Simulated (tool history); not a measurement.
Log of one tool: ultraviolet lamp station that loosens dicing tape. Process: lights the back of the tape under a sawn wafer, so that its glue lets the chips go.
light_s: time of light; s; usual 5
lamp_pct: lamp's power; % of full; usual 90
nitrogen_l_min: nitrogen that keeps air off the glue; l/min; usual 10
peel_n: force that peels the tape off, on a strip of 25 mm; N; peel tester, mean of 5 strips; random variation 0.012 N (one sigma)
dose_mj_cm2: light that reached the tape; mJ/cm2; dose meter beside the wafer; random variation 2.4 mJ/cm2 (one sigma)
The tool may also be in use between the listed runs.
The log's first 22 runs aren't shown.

| run | hour | light_s | lamp_pct | nitrogen_l_min | peel_n | dose_mj_cm2 |
|---|---|---|---|---|---|---|
| 23 | 832.8 | 8 | 78 | 16 | 0.354 | 270 |
| 24 | 860.9 | 9 | 85 | 10 | 0.313 | 339 |
| 25 | 914.8 | 9 | 85 | 10 | 0.334 | 327 |
| 26 | 941.6 | 5 | 97 | 10 | 0.825 | 209 |
| 27 | 975.8 | 5 | 97 | 10 | 0.891 | 205 |
| 28 | 1007.5 | 2 | 64 | 3 | 4.924 | 54 |
| 29 | 1060.4 | 7 | 84 | 10 | 0.631 | 242 |
| 30 | 1093.2 | 7 | 84 | 10 | 0.648 | 239 |
| 31 | 1136.5 | 3 | 67 | 10 | 3.078 | 81 |
| 32 | 1172.1 | 3 | 67 | 10 | 3.008 | 84 |
| 33 | 1204.6 | 3 | 67 | 10 | 3.118 | 79 |
| 34 | 1240.9 | 3 | 71 | 10 | 2.935 | 86 |
| 35 | 1297.6 | 4 | 90 | 7 | 1.953 | 139 |
| 36 | 1323.2 | 3 | 91 | 19 | 1.862 | 106 |
| 37 | 1361.6 | 3 | 91 | 19 | 1.95 | 106 |
| 38 | 1395.8 | 3 | 80 | 16 | 2.341 | 87 |
| 39 | 1423 | 3 | 80 | 16 | 2.347 | 88 |
| 40 | 1468.6 | 3 | 80 | 16 | 2.446 | 89 |
| 41 | 1496 | 5 | 90 | 13 | 1.152 | 165 |
| 42 | 1549.6 | 5 | 63 | 10 | 2.188 | 113 |

Forecast each of these 3 alternatives for the next run:
| A | 1597.5 | 5 | 63 | 10 | ? | ? |
| B | 1597.5 | 5 | 97 | 8 | ? | ? |
| C | 1597.5 | 3 | 86 | 6 | ? | ? |

| run | peel_n | dose_mj_cm2 |
|---|---|---|
| A | 2.146 | 113 |
| B | 1.396 | 172 |
| C | 3.164 | 88 |
Without the tool's hidden state the same runs would have given:
| run | peel_n | dose_mj_cm2 |
|---|---|---|
| A | 1.015 | 190 |
| B | 0.54 | 290 |
| C | 1.863 | 150 |

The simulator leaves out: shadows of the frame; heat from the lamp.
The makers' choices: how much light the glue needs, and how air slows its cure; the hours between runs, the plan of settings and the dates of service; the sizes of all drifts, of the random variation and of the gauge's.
